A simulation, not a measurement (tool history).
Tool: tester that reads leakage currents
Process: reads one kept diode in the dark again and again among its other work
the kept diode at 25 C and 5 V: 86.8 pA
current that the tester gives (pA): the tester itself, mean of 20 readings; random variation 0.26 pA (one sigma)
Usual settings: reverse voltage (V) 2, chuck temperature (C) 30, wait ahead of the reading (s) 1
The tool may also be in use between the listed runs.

run     day  reverse voltage (V)  chuck temperature (C)  wait ahead of the reading (s)  current that the tester gives (pA)
  1       0                    2                     30                              1                               93.41
  2   2.296                    2                     30                              1                               93.49
  3   3.871                    2                     40                              1                              203.67
  4   6.062                    2                     40                              1                              204.26
  5   8.096                    2                     40                              1                              202.71
  6   9.958                    2                     40                              1                              203.73
  7   12.75                    2                     30                              1                               94.51
  8  14.379                    2                     30                           0.97                               94.59
  9  16.038                    2                     30                           0.97                               95.06
 10  18.596                    2                     30                           0.97                               95.47
 11  21.625                    2                     30                           0.32                               96.22
 12  23.708                    2                     30                              1                               95.16
 13  25.396                    2                     20                              1                               42.68
     25.796  -- tester calibrated
 14  28.108                    2                     20                              1                               42.59
 15  29.708                    2                     20                              1                               42.76
 16  31.754                    2                     20                              1                               42.94
 17  34.283                 4.37                     30                              1                              142.34
     36.458  -- tester calibrated, once more
 18   36.85                 1.32                     30                              1                               78.76
 19  40.004                 1.32                     30                              1                               78.76
 20  43.004                    2                     30                              1                               96.94
 21  45.096                  9.3                     26                           0.76                              153.48
 22  48.504                    2                     30                           2.24                               97.29
 23  50.492                 7.26                     24                           0.39                              119.69
 24  51.988                 7.26                     24                           0.39                              119.57
 25  54.779                 7.26                     24                           0.39                              119.64
 26   56.55                13.09                     37                           0.37                              429.53
     57.017  -- chuck's temperature calibrated
 27  60.042                 1.39                     37                           0.37                               126.2
 28  62.304                 1.39                     37                           0.37                              126.22
 29  64.742                 1.39                     37                           0.37                              126.61
 30  66.642                 1.96                     47                           7.21                              313.13
 31  68.242                 1.96                     47                           7.21                              312.95
 32  71.196                  4.9                     24                           5.97                                86.1
 33      74                  2.9                     31                           0.46                              115.98
 34  77.196                 2.21                     21                           0.97                               45.71
 35  78.896                 6.03                     24                              1                               98.66
 36  80.329                 7.75                     33                           0.45                              223.36
 37  83.638                 7.75                     33                           0.45                              224.37

Run 38 comes next. What will it give?
 38  85.212                 4.64                     30                           2.91                                   ?

current that the tester gives (pA): 136.4
Without the tool's hidden state the same run would have given current that the tester gives (pA) 127.54.
